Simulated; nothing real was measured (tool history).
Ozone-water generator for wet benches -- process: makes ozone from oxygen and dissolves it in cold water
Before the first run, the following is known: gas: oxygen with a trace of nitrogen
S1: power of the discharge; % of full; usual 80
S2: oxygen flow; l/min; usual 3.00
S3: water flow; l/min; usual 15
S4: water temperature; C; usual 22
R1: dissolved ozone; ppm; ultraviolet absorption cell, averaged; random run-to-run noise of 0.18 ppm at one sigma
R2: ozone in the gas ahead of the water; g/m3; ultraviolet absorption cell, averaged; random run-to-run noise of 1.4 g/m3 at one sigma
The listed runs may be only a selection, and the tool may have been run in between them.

run 1 hour=0.0 | S1=80 S2=3.00 S3=15 S4=22 | R1=21.9 R2=245.3
run 2 hour=96.6 | S1=80 S2=3.00 S3=15 S4=22 | R1=22.2 R2=241.7
run 3 hour=198.8 | S1=80 S2=1.87 S3=15 S4=22 | R1=21.6 R2=322.2
run 4 hour=261.0 | S1=80 S2=1.87 S3=15 S4=22 | R1=21.4 R2=322.8
run 5 hour=333.5 | S1=80 S2=3.00 S3=15 S4=22 | R1=21.8 R2=238.8
run 6 hour=414.5 | S1=80 S2=3.00 S3=15 S4=22 | R1=21.7 R2=241.3
run 7 hour=462.5 | S1=80 S2=3.00 S3=15 S4=22 | R1=21.5 R2=240.7
run 8 hour=547.9 | S1=80 S2=3.00 S3=15 S4=22 | R1=21.6 R2=240.3
run 9 hour=616.5 | S1=80 S2=3.00 S3=15 S4=27 | R1=20.4 R2=241.1
run 10 hour=719.6 | S1=80 S2=1.53 S3=15 S4=22 | R1=20.9 R2=359.2
run 11 hour=805.1 | S1=80 S2=1.53 S3=15 S4=22 | R1=20.6 R2=359.6
run 12 hour=849.3 | S1=80 S2=3.00 S3=15 S4=22 | R1=21.3 R2=238.6
run 13 hour=936.7 | S1=80 S2=3.00 S3=15 S4=22 | R1=21.3 R2=237.6
run 14 hour=987.9 | S1=57 S2=3.80 S3=11 S4=22 | R1=19.5 R2=154.7
run 15 hour=1088.2 | S1=57 S2=3.80 S3=19 S4=30 | R1=11.9 R2=154.2
run 16 hour=1190.7 | S1=57 S2=3.80 S3=19 S4=30 | R1=11.8 R2=154.4
-- hour=1242.9 water thermometer calibrated
run 17 hour=1249.7 | S1=57 S2=3.50 S3=19 S4=21 | R1=13.3 R2=161.8
run 18 hour=1343.2 | S1=80 S2=3.00 S3=9 S4=24 | R1=29.2 R2=236.4
run 19 hour=1448.0 | S1=92 S2=2.39 S3=9 S4=14 | R1=39.2 R2=305.3
run 20 hour=1549.6 | S1=92 S2=2.39 S3=9 S4=14 | R1=38.9 R2=304.5

What does the tool deliver on the next run?
run 21 hour=1652.8 | S1=92 S2=2.39 S3=9 S4=14 | R1=? R2=?

Run 21 yielded R1 38.6 ppm, R2 303.8 g/m3.
On a tool with no hidden condition, and with the same random variation, this run would have come out at R1 44.9 ppm, R2 346.4 g/m3.
